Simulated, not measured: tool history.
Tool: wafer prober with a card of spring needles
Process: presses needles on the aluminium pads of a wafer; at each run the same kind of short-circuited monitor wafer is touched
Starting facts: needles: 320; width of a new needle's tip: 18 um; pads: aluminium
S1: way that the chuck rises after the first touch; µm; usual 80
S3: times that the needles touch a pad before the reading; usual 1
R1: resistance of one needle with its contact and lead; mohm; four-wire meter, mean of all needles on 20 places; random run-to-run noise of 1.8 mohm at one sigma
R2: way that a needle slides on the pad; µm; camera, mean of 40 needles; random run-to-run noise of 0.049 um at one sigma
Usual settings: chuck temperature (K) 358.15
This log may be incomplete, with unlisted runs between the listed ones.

run 1 hour=0.0 | S1=80 chuck_temperature_(K)=358.15 S3=1 | R1=191 R2=19.12
run 2 hour=53.2 | S1=80 chuck_temperature_(K)=358.15 S3=1 | R1=188 R2=19.22
run 3 hour=116.8 | S1=80 chuck_temperature_(K)=358.15 S3=1 | R1=189 R2=19.14
run 4 hour=180.0 | S1=80 chuck_temperature_(K)=358.15 S3=1 | R1=188 R2=19.18
run 5 hour=244.7 | S1=83 chuck_temperature_(K)=358.15 S3=1 | R1=190 R2=19.91
run 6 hour=291.8 | S1=80 chuck_temperature_(K)=358.15 S3=1 | R1=189 R2=19.20
run 7 hour=354.9 | S1=82 chuck_temperature_(K)=358.15 S3=1 | R1=188 R2=19.66
run 8 hour=415.8 | S1=80 chuck_temperature_(K)=358.15 S3=1 | R1=188 R2=19.19
run 9 hour=448.5 | S1=80 chuck_temperature_(K)=358.15 S3=1 | R1=190 R2=19.20
run 10 hour=480.8 | S1=94 chuck_temperature_(K)=358.15 S3=1 | R1=187 R2=22.51
run 11 hour=538.5 | S1=94 chuck_temperature_(K)=358.15 S3=1 | R1=186 R2=22.51
run 12 hour=579.0 | S1=94 chuck_temperature_(K)=358.15 S3=1 | R1=186 R2=22.61
run 13 hour=620.2 | S1=80 chuck_temperature_(K)=341.15 S3=1 | R1=190 R2=19.26
run 14 hour=680.4 | S1=80 chuck_temperature_(K)=324.15 S3=2 | R1=182 R2=19.22
run 15 hour=725.2 | S1=80 chuck_temperature_(K)=324.15 S3=2 | R1=180 R2=19.14
run 16 hour=801.1 | S1=92 chuck_temperature_(K)=324.15 S3=2 | R1=179 R2=22.20
run 17 hour=878.7 | S1=69 chuck_temperature_(K)=332.15 S3=1 | R1=186 R2=16.63
run 18 hour=911.0 | S1=68 chuck_temperature_(K)=302.15 S3=1 | R1=183 R2=16.40
run 19 hour=983.0 | S1=68 chuck_temperature_(K)=302.15 S3=1 | R1=180 R2=16.33
run 20 hour=1059.5 | S1=98 chuck_temperature_(K)=335.15 S3=2 | R1=183 R2=23.58
run 21 hour=1136.7 | S1=80 chuck_temperature_(K)=358.15 S3=1 | R1=191 R2=19.33
run 22 hour=1214.7 | S1=88 chuck_temperature_(K)=320.15 S3=1 | R1=179 R2=21.29
run 23 hour=1246.5 | S1=60 chuck_temperature_(K)=349.15 S3=1 | R1=190 R2=14.45
run 24 hour=1318.6 | S1=93 chuck_temperature_(K)=348.15 S3=1 | R1=185 R2=22.54
run 25 hour=1361.7 | S1=64 chuck_temperature_(K)=347.15 S3=2 | R1=192 R2=15.49

Not shown: 87 entries that the log had between the listed runs. Between which runs, and how does the tool's hidden state differ before and after?
Run 1 -> run 2: tips cleaned on abrasive film (hour 7.4); tips cleaned on abrasive film (hour 22.2); tips cleaned on abrasive film (hour 37.0); tips cleaned on abrasive film (hour 51.8)
  debris on the tips, nm: 2.9 -> 0.8; drift of the gauge itself on scrub_um, %: 0 -> 0.05
  measured result minus the result with no hidden state, R2: -0.01 -> +0.01 µm
Run 2 -> run 3: tips cleaned on abrasive film (hour 68.0); tips cleaned on abrasive film (hour 82.8); tips cleaned on abrasive film (hour 97.6); tips cleaned on abrasive film (hour 112.3)
  debris on the tips, nm: 0.8 -> 1.8; way that the needles fall short of the set height, um: 0.02 -> 0.03; tips' diameter, um: 18.13 -> 18.14; drift of the gauge itself on scrub_um, %: 0.05 -> 0.11
  measured result minus the result with no hidden state, R2: +0.01 -> +0.02 µm
Run 3 -> run 4: tips cleaned on abrasive film (hour 127.9); tips cleaned on abrasive film (hour 142.7); tips cleaned on abrasive film (hour 160.8); tips cleaned on abrasive film (hour 178.7)
  debris on the tips, nm: 1.8 -> 0.8; way that the needles fall short of the set height, um: 0.03 -> 0.04; drift of the gauge itself on scrub_um, %: 0.11 -> 0.18
  measured result minus the result with no hidden state, R2: +0.02 -> +0.02 µm
Run 4 -> run 5: height of the first contact set anew (hour 187.6); tips cleaned on abrasive film (hour 195.0); tips cleaned on abrasive film (hour 213.0); tips cleaned on abrasive film (hour 227.8); tips cleaned on abrasive film (hour 242.5)
  debris on the tips, nm: 0.8 -> 1.1; way that the needles fall short of the set height, um: 0.04 -> 0.01; drift of the gauge itself on scrub_um, %: 0.18 -> 0.24
  measured result minus the result with no hidden state, R2: +0.02 -> +0.05 µm
Run 5 -> run 6: tips cleaned on abrasive film (hour 259.5); tips cleaned on abrasive film (hour 274.3); tips cleaned on abrasive film (hour 291.8)
  debris on the tips, nm: 1.1 -> 0.3; way that the needles fall short of the set height, um: 0.01 -> 0.02; tips' diameter, um: 18.14 -> 18.15; drift of the gauge itself on scrub_um, %: 0.24 -> 0.29
  measured result minus the result with no hidden state, R2: +0.05 -> +0.05 µm
Run 6 -> run 7: tips cleaned on abrasive film (hour 306.6); tips cleaned on abrasive film (hour 321.4); tips cleaned on abrasive film (hour 339.3); tips cleaned on abrasive film (hour 354.9)
  debris on the tips, nm: 0.3 -> 0.2; way that the needles fall short of the set height, um: 0.02 -> 0.03; drift of the gauge itself on scrub_um, %: 0.29 -> 0.35
  measured result minus the result with no hidden state, R2: +0.05 -> +0.06 µm
Run 7 -> run 8: tips cleaned on abrasive film (hour 369.7); tips cleaned on abrasive film (hour 384.4); tips cleaned on abrasive film (hour 399.2); tips cleaned on abrasive film (hour 415.8)
  debris on the tips, nm: 0.2 -> 0.3; drift of the gauge itself on scrub_um, %: 0.35 -> 0.41
  measured result minus the result with no hidden state, R2: +0.06 -> +0.07 µm
Run 8 -> run 9: tips cleaned on abrasive film (hour 430.6); tips cleaned on abrasive film (hour 448.5)
  debris on the tips, nm: 0.3 -> 0.2; way that the needles fall short of the set height, um: 0.03 -> 0.04; drift of the gauge itself on scrub_um, %: 0.41 -> 0.44
  measured result minus the result with no hidden state, R2: +0.07 -> +0.07 µm
Run 9 -> run 10: tips cleaned on abrasive film (hour 463.3); tips cleaned on abrasive film (hour 480.8)
  drift of the gauge itself on scrub_um, %: 0.44 -> 0.47
  measured result minus the result with no hidden state, R2: +0.07 -> +0.09 µm
Run 10 -> run 11: height of the first contact set anew (hour 492.1); tips cleaned on abrasive film (hour 495.9); tips cleaned on abrasive film (hour 510.7); tips cleaned on abrasive film (hour 529.0)
  debris on the tips, nm: 0.2 -> 2.8; way that the needles fall short of the set height, um: 0.04 -> 0.01; tips' diameter, um: 18.15 -> 18.16; drift of the gauge itself on scrub_um, %: 0.47 -> 0.53
  measured result minus the result with no hidden state, R2: +0.09 -> +0.11 µm
Run 11 -> run 12: tips cleaned on abrasive film (hour 545.8); tips cleaned on abrasive film (hour 560.6); tips cleaned on abrasive film (hour 579.0)
  debris on the tips, nm: 2.8 -> 0.3; drift of the gauge itself on scrub_um, %: 0.53 -> 0.57
  measured result minus the result with no hidden state, R2: +0.11 -> +0.13 µm
Run 12 -> run 13: tips cleaned on abrasive film (hour 597.1); tips cleaned on abrasive film (hour 611.9)
  debris on the tips, nm: 0.3 -> 2.7; way that the needles fall short of the set height, um: 0.01 -> 0.02; drift of the gauge itself on scrub_um, %: 0.57 -> 0.61
  measured result minus the result with no hidden state, R2: +0.13 -> +0.12 µm
Run 13 -> run 14: tips cleaned on abrasive film (hour 627.7); tips cleaned on abrasive film (hour 642.5); tips cleaned on abrasive film (hour 657.3); tips cleaned on abrasive film (hour 674.9)
  debris on the tips, nm: 2.7 -> 2; way that the needles fall short of the set height, um: 0.02 -> 0.03; tips' diameter, um: 18.16 -> 18.17; drift of the gauge itself on scrub_um, %: 0.61 -> 0.67
  measured result minus the result with no hidden state, R2: +0.12 -> +0.12 µm
Run 14 -> run 15: tips cleaned on abrasive film (hour 691.5); tips cleaned on abrasive film (hour 709.5); tips cleaned on abrasive film (hour 725.2)
  debris on the tips, nm: 2 -> 0.3; way that the needles fall short of the set height, um: 0.03 -> 0.04; drift of the gauge itself on scrub_um, %: 0.67 -> 0.71
  measured result minus the result with no hidden state, R2: +0.12 -> +0.12 µm
Run 15 -> run 16: tips cleaned on abrasive film (hour 743.1); tips cleaned on abrasive film (hour 761.6); tips cleaned on abrasive film (hour 779.7); height of the first contact set anew (hour 794.5); tips cleaned on abrasive film (hour 798.3)
  debris on the tips, nm: 0.3 -> 1.2; way that the needles fall short of the set height, um: 0.04 -> 0; drift of the gauge itself on scrub_um, %: 0.71 -> 0.79
  measured result minus the result with no hidden state, R2: +0.12 -> +0.17 µm
Run 16 -> run 17: tips cleaned on abrasive film (hour 815.5); tips cleaned on abrasive film (hour 833.5); tips cleaned on abrasive film (hour 851.5); tips cleaned on abrasive film (hour 869.5)
  debris on the tips, nm: 1.2 -> 2.7; way that the needles fall short of the set height, um: 0 -> 0.01; drift of the gauge itself on scrub_um, %: 0.79 -> 0.86
  measured result minus the result with no hidden state, R2: +0.17 -> +0.14 µm
Run 17 -> run 18: tips cleaned on abrasive film (hour 886.1); tips cleaned on abrasive film (hour 900.9)
  debris on the tips, nm: 2.7 -> 2.8; way that the needles fall short of the set height, um: 0.01 -> 0.02; tips' diameter, um: 18.17 -> 18.18; drift of the gauge itself on scrub_um, %: 0.86 -> 0.9
  measured result minus the result with no hidden state, R2: +0.14 -> +0.14 µm
Run 18 -> run 19: tips cleaned on abrasive film (hour 918.4); tips cleaned on abrasive film (hour 936.9); tips cleaned on abrasive film (hour 954.6); tips cleaned on abrasive film (hour 973.1)
  debris on the tips, nm: 2.8 -> 2.7; way that the needles fall short of the set height, um: 0.02 -> 0.03; drift of the gauge itself on scrub_um, %: 0.9 -> 0.97
  measured result minus the result with no hidden state, R2: +0.14 -> +0.15 µm
Run 19 -> run 20: tips cleaned on abrasive film (hour 990.5); tips cleaned on abrasive film (hour 1005.3); tips cleaned on abrasive film (hour 1023.2); tips cleaned on abrasive film (hour 1038.0); tips cleaned on abrasive film (hour 1056.1)
  debris on the tips, nm: 2.7 -> 1.5; way that the needles fall short of the set height, um: 0.03 -> 0.04; drift of the gauge itself on scrub_um, %: 0.97 -> 1.04
  measured result minus the result with no hidden state, R2: +0.15 -> +0.23 µm
Run 20 -> run 21: tips cleaned on abrasive film (hour 1074.3); tips cleaned on abrasive film (hour 1089.0); height of the first contact set anew (hour 1096.5); tips cleaned on abrasive film (hour 1107.1); tips cleaned on abrasive film (hour 1125.2)
  debris on the tips, nm: 1.5 -> 3; way that the needles fall short of the set height, um: 0.04 -> 0; tips' diameter, um: 18.18 -> 18.19; drift of the gauge itself on scrub_um, %: 1.04 -> 1.12
  measured result minus the result with no hidden state, R2: +0.23 -> +0.21 µm
Run 21 -> run 22: tips cleaned on abrasive film (hour 1140.4); tips cleaned on abrasive film (hour 1155.2); tips cleaned on abrasive film (hour 1173.6); tips cleaned on abrasive film (hour 1192.0); tips cleaned on abrasive film (hour 1209.7)
  debris on the tips, nm: 3 -> 1.8; way that the needles fall short of the set height, um: 0 -> 0.02; drift of the gauge itself on scrub_um, %: 1.12 -> 1.19
  measured result minus the result with no hidden state, R2: +0.21 -> +0.25 µm
Run 22 -> run 23: tips cleaned on abrasive film (hour 1225.2); tips cleaned on abrasive film (hour 1240.0)
  debris on the tips, nm: 1.8 -> 2.1; drift of the gauge itself on scrub_um, %: 1.19 -> 1.23
  measured result minus the result with no hidden state, R2: +0.25 -> +0.17 µm
Run 23 -> run 24: tips cleaned on abrasive film (hour 1257.6); tips cleaned on abrasive film (hour 1275.7); tips cleaned on abrasive film (hour 1294.0); tips cleaned on abrasive film (hour 1308.8)
  debris on the tips, nm: 2.1 -> 2.8; way that the needles fall short of the set height, um: 0.02 -> 0.03; tips' diameter, um: 18.19 -> 18.2; drift of the gauge itself on scrub_um, %: 1.23 -> 1.3
  measured result minus the result with no hidden state, R2: +0.17 -> +0.28 µm
Run 24 -> run 25: tips cleaned on abrasive film (hour 1326.1); tips cleaned on abrasive film (hour 1343.9); tips cleaned on abrasive film (hour 1361.7)
  debris on the tips, nm: 2.8 -> 0.4; way that the needles fall short of the set height, um: 0.03 -> 0.04; drift of the gauge itself on scrub_um, %: 1.3 -> 1.34
  measured result minus the result with no hidden state, R2: +0.28 -> +0.20 µm
